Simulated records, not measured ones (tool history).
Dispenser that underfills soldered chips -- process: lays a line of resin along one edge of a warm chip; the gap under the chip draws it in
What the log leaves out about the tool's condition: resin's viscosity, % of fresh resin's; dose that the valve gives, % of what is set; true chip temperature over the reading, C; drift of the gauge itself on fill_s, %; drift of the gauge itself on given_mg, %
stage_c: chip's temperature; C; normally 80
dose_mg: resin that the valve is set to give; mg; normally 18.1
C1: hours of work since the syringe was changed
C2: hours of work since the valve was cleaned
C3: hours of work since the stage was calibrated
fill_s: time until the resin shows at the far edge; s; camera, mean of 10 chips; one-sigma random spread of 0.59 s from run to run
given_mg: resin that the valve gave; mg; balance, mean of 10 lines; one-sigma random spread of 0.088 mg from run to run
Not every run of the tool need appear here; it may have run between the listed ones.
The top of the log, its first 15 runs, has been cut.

{"run": 16, "hour": 92.9, "stage_c": 80, "dose_mg": 18.1, "C1": 6, "C2": 19, "C3": 107, "fill_s": 75.8, "given_mg": 17.85}
{"run": 17, "hour": 99.5, "stage_c": 80, "dose_mg": 18.1, "C1": 10, "C2": 23, "C3": 111, "fill_s": 104.1, "given_mg": 17.8}
{"hour": 100.9, "done": "new syringe of resin"}
{"run": 18, "hour": 107.5, "stage_c": 80, "dose_mg": 18.1, "C1": 4, "C2": 28, "C3": 117, "fill_s": 67.5, "given_mg": 17.65}
{"run": 19, "hour": 112.4, "stage_c": 73, "dose_mg": 21.2, "C1": 8, "C2": 32, "C3": 120, "fill_s": 117.8, "given_mg": 20.66}
{"hour": 117.6, "done": "new syringe of resin"}
{"run": 20, "hour": 119.5, "stage_c": 66, "dose_mg": 21.4, "C1": 1, "C2": 36, "C3": 124, "fill_s": 107.7, "given_mg": 20.7}
{"run": 21, "hour": 123.3, "stage_c": 69, "dose_mg": 20.9, "C1": 4, "C2": 39, "C3": 127, "fill_s": 109.2, "given_mg": 20.35}
{"run": 22, "hour": 129.3, "stage_c": 90, "dose_mg": 21.6, "C1": 8, "C2": 43, "C3": 131, "fill_s": 56.0, "given_mg": 20.99}
{"hour": 134.4, "done": "new syringe of resin"}
{"run": 23, "hour": 137.4, "stage_c": 76, "dose_mg": 19.3, "C1": 2, "C2": 48, "C3": 136, "fill_s": 67.4, "given_mg": 18.5}
{"hour": 143.7, "done": "dispensing valve cleaned and set on the balance"}
{"run": 24, "hour": 146.5, "stage_c": 76, "dose_mg": 19.3, "C1": 7, "C2": 2, "C3": 141, "fill_s": 99.3, "given_mg": 19.46}
{"hour": 152.0, "done": "new syringe of resin"}
{"run": 25, "hour": 152.9, "stage_c": 66, "dose_mg": 20.7, "C1": 1, "C2": 6, "C3": 145, "fill_s": 99.5, "given_mg": 20.56}
{"run": 26, "hour": 159.7, "stage_c": 66, "dose_mg": 20.7, "C1": 5, "C2": 10, "C3": 150, "fill_s": 139.7, "given_mg": 20.6}
{"run": 27, "hour": 166.7, "stage_c": 66, "dose_mg": 20.7, "C1": 10, "C2": 15, "C3": 155, "fill_s": 194.2, "given_mg": 20.44}
{"hour": 168.6, "done": "new syringe of resin"}
{"run": 28, "hour": 170.6, "stage_c": 66, "dose_mg": 20.7, "C1": 1, "C2": 18, "C3": 157, "fill_s": 104.5, "given_mg": 20.52}
{"run": 29, "hour": 176.3, "stage_c": 83, "dose_mg": 22.5, "C1": 5, "C2": 21, "C3": 161, "fill_s": 59.8, "given_mg": 22.19}
{"run": 30, "hour": 181.8, "stage_c": 83, "dose_mg": 22.5, "C1": 9, "C2": 25, "C3": 165, "fill_s": 76.4, "given_mg": 22.24}
{"hour": 185.3, "done": "new syringe of resin"}
{"run": 31, "hour": 190.1, "stage_c": 83, "dose_mg": 22.5, "C1": 3, "C2": 30, "C3": 170, "fill_s": 52.1, "given_mg": 22.16}
{"run": 32, "hour": 195.0, "stage_c": 83, "dose_mg": 18.1, "C1": 6, "C2": 33, "C3": 173, "fill_s": 67.3, "given_mg": 17.72}
{"hour": 201.9, "done": "new syringe of resin"}
{"run": 33, "hour": 202.8, "stage_c": 80, "dose_mg": 20.9, "C1": 1, "C2": 38, "C3": 178, "fill_s": 49.9, "given_mg": 20.4}
{"run": 34, "hour": 206.4, "stage_c": 80, "dose_mg": 20.9, "C1": 3, "C2": 41, "C3": 180, "fill_s": 60.3, "given_mg": 20.31}
{"run": 35, "hour": 211.7, "stage_c": 71, "dose_mg": 19.5, "C1": 7, "C2": 44, "C3": 184, "fill_s": 121.5, "given_mg": 18.96}
{"hour": 218.4, "done": "new syringe of resin"}
{"run": 36, "hour": 218.4, "stage_c": 91, "dose_mg": 18.3, "C1": 0, "C2": 49, "C3": 188, "fill_s": 29.7, "given_mg": 17.7}

Below are 4 alternative next runs, each starting from the tool's condition after run 36. Predict each:
{"hour": 223.8, "done": "dispensing valve cleaned and set on the balance"}
{"run": "A", "hour": 226.7, "stage_c": 70, "dose_mg": 20.5, "C1": 5, "C2": 2, "C3": 193, "fill_s": "?", "given_mg": "?"}
{"hour": 223.8, "done": "dispensing valve cleaned and set on the balance"}
{"run": "B", "hour": 226.7, "stage_c": 80, "dose_mg": 21.4, "C1": 5, "C2": 2, "C3": 193, "fill_s": "?", "given_mg": "?"}
{"hour": 223.8, "done": "dispensing valve cleaned and set on the balance"}
{"run": "C", "hour": 226.7, "stage_c": 90, "dose_mg": 23.1, "C1": 5, "C2": 2, "C3": 193, "fill_s": "?", "given_mg": "?"}
{"hour": 223.8, "done": "dispensing valve cleaned and set on the balance"}
{"run": "D", "hour": 226.7, "stage_c": 68, "dose_mg": 18.1, "C1": 5, "C2": 2, "C3": 193, "fill_s": "?", "given_mg": "?"}

run=A fill_s=109.7 given_mg=20.38
run=B fill_s=66.5 given_mg=21.38
run=C fill_s=42.5 given_mg=23.01
run=D fill_s=123.3 given_mg=18.15
What these runs would have given with no unlogged condition in the tool:
run=A fill_s=79.9 given_mg=20.39
run=B fill_s=48.5 given_mg=21.39
run=C fill_s=30.9 given_mg=23.02
run=D fill_s=89.9 given_mg=18.15

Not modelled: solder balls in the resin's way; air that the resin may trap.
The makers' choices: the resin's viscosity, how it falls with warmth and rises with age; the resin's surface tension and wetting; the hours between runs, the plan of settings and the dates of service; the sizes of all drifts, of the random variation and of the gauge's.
